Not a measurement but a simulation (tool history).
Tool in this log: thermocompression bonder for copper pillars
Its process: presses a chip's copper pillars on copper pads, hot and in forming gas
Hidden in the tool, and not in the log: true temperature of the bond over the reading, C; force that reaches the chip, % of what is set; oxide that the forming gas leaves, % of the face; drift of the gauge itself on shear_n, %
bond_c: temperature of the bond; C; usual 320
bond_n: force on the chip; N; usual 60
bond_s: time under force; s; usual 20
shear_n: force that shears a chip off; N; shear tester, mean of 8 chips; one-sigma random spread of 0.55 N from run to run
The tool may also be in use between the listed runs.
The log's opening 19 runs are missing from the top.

run   hour  bond_c  bond_n  bond_s  hours of work since the heater was calibrated  hours of work since the force cell was calibrated  hours of work since the gas filter was changed  shear_n
 20  211.1     320      60      20                                            469                                                404                                             233     38.5
 21  223.5     349      46      29                                            475                                                411                                             239     40.7
 22  237.6     344      60      20                                            483                                                418                                             247     45.2
 23  247.9     344      60      20                                            488                                                424                                             252     45.2
 24  257.8     328      36      39                                            494                                                429                                             258     30.9
 25  270.2     328      36      39                                            500                                                436                                             264     30.1
 26  280.8     326      55      15                                            506                                                441                                             270     32.6
     287.7  -- forming gas filter changed
 27  292.4     335      55      24                                            512                                                447                                               3     41.8
 28    299     335      55      24                                            515                                                451                                               6     41.4
 29  312.7     312      37      15                                            523                                                458                                              13     18.3
 30    321     345      57      28                                            527                                                462                                              18       48
 31  332.3     345      57      28                                            533                                                468                                              24     48.6
 32  340.3     345      42      13                                            537                                                473                                              28     26.6
 33  350.2     343      42      13                                            543                                                478                                              33     26.6
 34  356.3     343      43      11                                            546                                                481                                              37     25.5
 35  368.8     290      49      30                                            553                                                488                                              43     28.6
 36    384     310      82      36                                            561                                                496                                              51       57
 37  393.1     331      73      59                                            565                                                501                                              56     63.6
 38  399.3     331      73      59                                            569                                                504                                              59     65.5
 39  411.5     331      73      59                                            575                                                511                                              66     63.4

Below are 5 alternative next runs, each starting from the tool's condition after run 39. Predict each:
  A  420.7     320      60      20                                            580                                                515                                              71        ?
  B  420.7     331      71      59                                            580                                                515                                              71        ?
  C  420.7     329      64      21                                            580                                                515                                              71        ?
  D  420.7     316      50      37                                            580                                                515                                              71        ?
  E  420.7     349      60      27                                            580                                                515                                              71        ?

run  shear_n
  A     39.1
  B     63.2
  C     44.5
  D     39.5
  E     50.7
The same runs, with their run-to-run variation unchanged, on a tool lacking any hidden condition would have given:
run  shear_n
  A     39.1
  B     63.2
  C     44.6
  D     39.6
  E     50.8
